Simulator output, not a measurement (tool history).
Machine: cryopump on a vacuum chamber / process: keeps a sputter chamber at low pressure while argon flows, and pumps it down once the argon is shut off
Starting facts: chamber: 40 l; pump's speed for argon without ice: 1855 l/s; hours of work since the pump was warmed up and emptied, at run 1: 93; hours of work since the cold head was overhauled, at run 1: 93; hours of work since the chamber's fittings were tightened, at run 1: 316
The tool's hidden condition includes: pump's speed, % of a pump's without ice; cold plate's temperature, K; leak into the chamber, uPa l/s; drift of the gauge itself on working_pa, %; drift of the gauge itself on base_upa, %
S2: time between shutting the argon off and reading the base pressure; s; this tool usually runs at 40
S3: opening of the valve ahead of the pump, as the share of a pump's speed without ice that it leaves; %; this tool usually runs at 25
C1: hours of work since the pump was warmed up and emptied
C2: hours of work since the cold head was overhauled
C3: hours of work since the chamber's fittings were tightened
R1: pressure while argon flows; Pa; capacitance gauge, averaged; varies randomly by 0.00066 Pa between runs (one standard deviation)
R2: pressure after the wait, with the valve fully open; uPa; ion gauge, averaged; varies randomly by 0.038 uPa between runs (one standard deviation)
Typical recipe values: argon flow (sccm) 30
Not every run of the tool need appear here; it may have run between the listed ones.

run 1 day=0.000 | argon_flow_(sccm)=30 S2=40 S3=25 | C1=93 C2=93 C3=316 | R1=0.1111 R2=2.71
run 2 day=0.596 | argon_flow_(sccm)=30 S2=40 S3=25 | C1=103 C2=103 C3=326 | R1=0.1108 R2=2.85
run 3 day=1.008 | argon_flow_(sccm)=30 S2=40 S3=25 | C1=110 C2=110 C3=332 | R1=0.1106 R2=2.90
run 4 day=1.329 | argon_flow_(sccm)=30 S2=37 S3=25 | C1=115 C2=115 C3=338 | R1=0.1111 R2=3.02
run 5 day=1.871 | argon_flow_(sccm)=30 S2=40 S3=25 | C1=124 C2=124 C3=346 | R1=0.1106 R2=2.76
run 6 day=2.250 | argon_flow_(sccm)=30 S2=40 S3=25 | C1=130 C2=130 C3=353 | R1=0.1110 R2=2.91
run 7 day=2.779 | argon_flow_(sccm)=30 S2=151 S3=25 | C1=139 C2=139 C3=361 | R1=0.1107 R2=1.37
run 8 day=3.329 | argon_flow_(sccm)=49 S2=151 S3=25 | C1=148 C2=148 C3=370 | R1=0.1827 R2=1.45
run 9 day=3.992 | argon_flow_(sccm)=30 S2=27 S3=56 | C1=159 C2=159 C3=381 | R1=0.0527 R2=3.87
run 10 day=4.454 | argon_flow_(sccm)=30 S2=27 S3=56 | C1=166 C2=166 C3=389 | R1=0.0525 R2=4.00
run 11 day=4.871 | argon_flow_(sccm)=30 S2=60 S3=39 | C1=173 C2=173 C3=396 | R1=0.0729 R2=2.36
run 12 day=5.217 | argon_flow_(sccm)=30 S2=149 S3=25 | C1=179 C2=179 C3=401 | R1=0.1122 R2=1.57
run 13 day=5.733 | argon_flow_(sccm)=30 S2=149 S3=52 | C1=187 C2=187 C3=410 | R1=0.0565 R2=1.50

Alternative continuations, all from the tool just after run 13; predict every row:
run A day=6.154 | argon_flow_(sccm)=36 S2=40 S3=25 | C1=194 C2=194 C3=417 | R1=? R2=?
run B day=6.154 | argon_flow_(sccm)=19 S2=40 S3=25 | C1=194 C2=194 C3=417 | R1=? R2=?
run C day=6.154 | argon_flow_(sccm)=30 S2=40 S3=22 | C1=194 C2=194 C3=417 | R1=? R2=?

run=A R1=0.1344 R2=2.99
run=B R1=0.0708 R2=3.01
run=C R1=0.1268 R2=3.02
Stripped of hidden state, with their random variation kept, the same runs would have yielded:
run=A R1=0.1303 R2=2.13
run=B R1=0.0687 R2=2.15
run=C R1=0.1235 R2=2.14

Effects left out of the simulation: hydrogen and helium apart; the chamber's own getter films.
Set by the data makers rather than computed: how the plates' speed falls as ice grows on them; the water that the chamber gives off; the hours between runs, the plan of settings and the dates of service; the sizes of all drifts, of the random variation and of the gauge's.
